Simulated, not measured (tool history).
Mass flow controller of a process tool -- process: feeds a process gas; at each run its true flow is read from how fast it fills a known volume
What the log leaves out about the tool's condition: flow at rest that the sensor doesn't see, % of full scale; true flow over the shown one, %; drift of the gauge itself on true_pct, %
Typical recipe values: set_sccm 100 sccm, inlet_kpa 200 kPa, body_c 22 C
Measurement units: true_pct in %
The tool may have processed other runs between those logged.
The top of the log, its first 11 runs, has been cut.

run,hour,set_sccm,inlet_kpa,body_c,hours of work since the controller was set to zero,hours of work since the controller was changed,true_pct
12,4122.6,100,207,22,1615,1615,99.64
13,4550.8,100,207,25,1758,1758,99.64
14,4902.9,100,207,25,1876,1876,99.63
15,5196.3,100,200,22,1974,1974,99.69
16,5597.2,100,200,22,2108,2108,99.61
17,5880.8,100,200,22,2202,2202,99.59
18,6080.7,100,200,22,2269,2269,99.59
19,6399.4,100,200,22,2376,2376,99.62
20,6657.7,140,189,31,2462,2462,99.94
21,7022.1,140,189,31,2584,2584,99.99
22,7282.5,140,189,31,2671,2671,100.03
23,7694.9,140,189,31,2808,2808,100.03
24,8101.7,97,211,24,2944,2944,99.64
25,8472.4,100,268,30,3068,3068,99.32
26,8795.8,100,268,30,3176,3176,99.40
27,8980.7,181,200,22,3238,3238,99.89
28,9392.5,21,148,26,3375,3375,99.90
29,9614.1,21,185,26,3450,3450,99.60
30,10044.0,145,185,26,3593,3593,99.93
31,10377.5,145,185,26,3705,3705,99.97
32,10682.5,145,185,26,3806,3806,99.92
33,11016.4,145,185,21,3918,3918,99.82
34,11256.3,100,200,25,3998,3998,99.74
35,11623.7,38,200,27,4121,4121,99.50

Predict each of these 4 candidate next runs independently; none follows another, all start after run 35:
A,11890.3,100,154,22,4210,4210,?
B,11890.3,100,200,34,4210,4210,?
C,11890.3,120,251,32,4210,4210,?
D,11890.3,69,200,27,4210,4210,?

run,true_pct
A,99.78
B,99.85
C,99.50
D,99.54
With no hidden state in the tool, these same runs would have given:
run,true_pct
A,99.79
B,99.86
C,99.51
D,99.55

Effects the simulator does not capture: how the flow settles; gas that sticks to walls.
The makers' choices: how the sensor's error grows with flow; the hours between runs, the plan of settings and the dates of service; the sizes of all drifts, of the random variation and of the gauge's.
